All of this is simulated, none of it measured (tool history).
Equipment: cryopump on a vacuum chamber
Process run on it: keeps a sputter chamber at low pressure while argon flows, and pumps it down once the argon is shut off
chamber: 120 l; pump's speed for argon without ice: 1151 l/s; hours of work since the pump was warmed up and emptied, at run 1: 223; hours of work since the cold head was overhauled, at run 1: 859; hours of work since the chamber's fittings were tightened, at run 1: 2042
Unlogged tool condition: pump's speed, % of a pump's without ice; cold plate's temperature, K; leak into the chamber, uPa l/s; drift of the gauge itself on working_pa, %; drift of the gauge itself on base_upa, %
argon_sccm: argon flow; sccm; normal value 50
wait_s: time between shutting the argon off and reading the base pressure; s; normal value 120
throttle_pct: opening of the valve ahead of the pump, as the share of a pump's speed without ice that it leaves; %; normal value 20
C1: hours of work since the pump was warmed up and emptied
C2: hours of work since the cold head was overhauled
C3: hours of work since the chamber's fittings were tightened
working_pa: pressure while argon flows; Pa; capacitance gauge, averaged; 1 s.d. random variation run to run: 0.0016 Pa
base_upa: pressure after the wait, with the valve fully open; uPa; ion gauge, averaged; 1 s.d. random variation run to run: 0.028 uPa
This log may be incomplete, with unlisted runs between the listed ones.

{"run": 1, "hour": 0.0, "argon_sccm": 50, "wait_s": 120, "throttle_pct": 20, "C1": 223, "C2": 859, "C3": 2042, "working_pa": 0.374, "base_upa": 2.54}
{"run": 2, "hour": 27.2, "argon_sccm": 50, "wait_s": 67, "throttle_pct": 20, "C1": 246, "C2": 882, "C3": 2065, "working_pa": 0.3771, "base_upa": 3.43}
{"run": 3, "hour": 47.6, "argon_sccm": 50, "wait_s": 120, "throttle_pct": 23, "C1": 263, "C2": 899, "C3": 2082, "working_pa": 0.329, "base_upa": 2.76}
{"run": 4, "hour": 63.2, "argon_sccm": 50, "wait_s": 120, "throttle_pct": 49, "C1": 277, "C2": 912, "C3": 2095, "working_pa": 0.1593, "base_upa": 2.62}
{"run": 5, "hour": 86.5, "argon_sccm": 50, "wait_s": 120, "throttle_pct": 20, "C1": 296, "C2": 932, "C3": 2115, "working_pa": 0.3784, "base_upa": 2.73}
{"run": 6, "hour": 113.3, "argon_sccm": 50, "wait_s": 120, "throttle_pct": 20, "C1": 319, "C2": 955, "C3": 2137, "working_pa": 0.3785, "base_upa": 2.7}
{"run": 7, "hour": 145.9, "argon_sccm": 50, "wait_s": 120, "throttle_pct": 20, "C1": 346, "C2": 982, "C3": 2165, "working_pa": 0.3805, "base_upa": 2.81}
{"run": 8, "hour": 173.7, "argon_sccm": 50, "wait_s": 120, "throttle_pct": 20, "C1": 370, "C2": 1006, "C3": 2188, "working_pa": 0.3819, "base_upa": 2.78}
{"run": 9, "hour": 194.1, "argon_sccm": 50, "wait_s": 120, "throttle_pct": 20, "C1": 387, "C2": 1023, "C3": 2205, "working_pa": 0.3828, "base_upa": 2.88}
{"run": 10, "hour": 210.8, "argon_sccm": 50, "wait_s": 120, "throttle_pct": 20, "C1": 401, "C2": 1037, "C3": 2220, "working_pa": 0.3791, "base_upa": 2.83}
{"run": 11, "hour": 238.0, "argon_sccm": 70, "wait_s": 120, "throttle_pct": 20, "C1": 424, "C2": 1060, "C3": 2243, "working_pa": 0.5346, "base_upa": 2.93}
{"run": 12, "hour": 257.3, "argon_sccm": 70, "wait_s": 120, "throttle_pct": 20, "C1": 440, "C2": 1076, "C3": 2259, "working_pa": 0.5421, "base_upa": 2.85}
{"run": 13, "hour": 271.6, "argon_sccm": 50, "wait_s": 120, "throttle_pct": 20, "C1": 452, "C2": 1088, "C3": 2271, "working_pa": 0.3886, "base_upa": 2.99}
{"run": 14, "hour": 299.2, "argon_sccm": 50, "wait_s": 120, "throttle_pct": 20, "C1": 476, "C2": 1112, "C3": 2294, "working_pa": 0.3875, "base_upa": 3.05}
{"run": 15, "hour": 326.9, "argon_sccm": 21, "wait_s": 120, "throttle_pct": 20, "C1": 499, "C2": 1135, "C3": 2318, "working_pa": 0.1628, "base_upa": 2.95}
{"run": 16, "hour": 356.0, "argon_sccm": 33, "wait_s": 120, "throttle_pct": 20, "C1": 524, "C2": 1159, "C3": 2342, "working_pa": 0.2567, "base_upa": 3.07}
{"run": 17, "hour": 384.2, "argon_sccm": 50, "wait_s": 120, "throttle_pct": 20, "C1": 548, "C2": 1183, "C3": 2366, "working_pa": 0.391, "base_upa": 3.06}
{"run": 18, "hour": 409.9, "argon_sccm": 51, "wait_s": 30, "throttle_pct": 22, "C1": 569, "C2": 1205, "C3": 2388, "working_pa": 0.368, "base_upa": 6.44}
{"run": 19, "hour": 431.4, "argon_sccm": 28, "wait_s": 201, "throttle_pct": 20, "C1": 587, "C2": 1223, "C3": 2406, "working_pa": 0.2201, "base_upa": 2.85}
{"run": 20, "hour": 448.8, "argon_sccm": 28, "wait_s": 201, "throttle_pct": 20, "C1": 602, "C2": 1238, "C3": 2420, "working_pa": 0.2212, "base_upa": 2.72}
{"run": 21, "hour": 461.9, "argon_sccm": 25, "wait_s": 201, "throttle_pct": 20, "C1": 613, "C2": 1249, "C3": 2432, "working_pa": 0.1957, "base_upa": 2.73}
{"hour": 480.3, "done": "pump warmed up, emptied and cooled again"}
{"run": 22, "hour": 493.4, "argon_sccm": 50, "wait_s": 67, "throttle_pct": 20, "C1": 11, "C2": 1271, "C3": 2454, "working_pa": 0.3709, "base_upa": 3.54}
{"run": 23, "hour": 525.4, "argon_sccm": 95, "wait_s": 26, "throttle_pct": 44, "C1": 38, "C2": 1298, "C3": 2481, "working_pa": 0.3236, "base_upa": 6.68}
{"run": 24, "hour": 557.3, "argon_sccm": 95, "wait_s": 26, "throttle_pct": 44, "C1": 65, "C2": 1325, "C3": 2508, "working_pa": 0.3246, "base_upa": 6.83}
{"run": 25, "hour": 580.7, "argon_sccm": 50, "wait_s": 65, "throttle_pct": 20, "C1": 85, "C2": 1345, "C3": 2528, "working_pa": 0.3697, "base_upa": 3.62}
{"run": 26, "hour": 601.5, "argon_sccm": 50, "wait_s": 65, "throttle_pct": 20, "C1": 102, "C2": 1362, "C3": 2545, "working_pa": 0.3735, "base_upa": 3.77}
{"run": 27, "hour": 632.9, "argon_sccm": 27, "wait_s": 90, "throttle_pct": 20, "C1": 129, "C2": 1389, "C3": 2572, "working_pa": 0.2027, "base_upa": 3.18}
{"run": 28, "hour": 647.6, "argon_sccm": 27, "wait_s": 90, "throttle_pct": 20, "C1": 141, "C2": 1401, "C3": 2584, "working_pa": 0.2024, "base_upa": 3.27}
{"run": 29, "hour": 673.2, "argon_sccm": 48, "wait_s": 226, "throttle_pct": 20, "C1": 163, "C2": 1423, "C3": 2606, "working_pa": 0.3608, "base_upa": 2.39}
{"run": 30, "hour": 692.4, "argon_sccm": 62, "wait_s": 120, "throttle_pct": 20, "C1": 179, "C2": 1439, "C3": 2622, "working_pa": 0.463, "base_upa": 2.91}
{"run": 31, "hour": 717.5, "argon_sccm": 62, "wait_s": 120, "throttle_pct": 20, "C1": 200, "C2": 1460, "C3": 2643, "working_pa": 0.4675, "base_upa": 3.04}
{"run": 32, "hour": 749.9, "argon_sccm": 44, "wait_s": 132, "throttle_pct": 20, "C1": 228, "C2": 1488, "C3": 2670, "working_pa": 0.3308, "base_upa": 2.98}
{"run": 33, "hour": 777.9, "argon_sccm": 47, "wait_s": 132, "throttle_pct": 21, "C1": 251, "C2": 1511, "C3": 2694, "working_pa": 0.3378, "base_upa": 3.06}

What if the next run were any one of these 4? Each begins from the tool's condition after run 33:
{"run": "A", "hour": 793.1, "argon_sccm": 21, "wait_s": 120, "throttle_pct": 20, "C1": 264, "C2": 1524, "C3": 2707, "working_pa": "?", "base_upa": "?"}
{"run": "B", "hour": 793.1, "argon_sccm": 44, "wait_s": 38, "throttle_pct": 25, "C1": 264, "C2": 1524, "C3": 2707, "working_pa": "?", "base_upa": "?"}
{"run": "C", "hour": 793.1, "argon_sccm": 47, "wait_s": 41, "throttle_pct": 21, "C1": 264, "C2": 1524, "C3": 2707, "working_pa": "?", "base_upa": "?"}
{"run": "D", "hour": 793.1, "argon_sccm": 75, "wait_s": 291, "throttle_pct": 42, "C1": 264, "C2": 1524, "C3": 2707, "working_pa": "?", "base_upa": "?"}

run=A working_pa=0.1593 base_upa=3.00
run=B working_pa=0.2688 base_upa=5.47
run=C working_pa=0.3397 base_upa=5.12
run=D working_pa=0.2798 base_upa=2.33
Take away the tool's hidden state, keep each run's random variation, and the runs would have read:
run=A working_pa=0.1544 base_upa=1.30
run=B working_pa=0.2587 base_upa=3.70
run=C working_pa=0.3289 base_upa=3.39
run=D working_pa=0.2626 base_upa=0.67

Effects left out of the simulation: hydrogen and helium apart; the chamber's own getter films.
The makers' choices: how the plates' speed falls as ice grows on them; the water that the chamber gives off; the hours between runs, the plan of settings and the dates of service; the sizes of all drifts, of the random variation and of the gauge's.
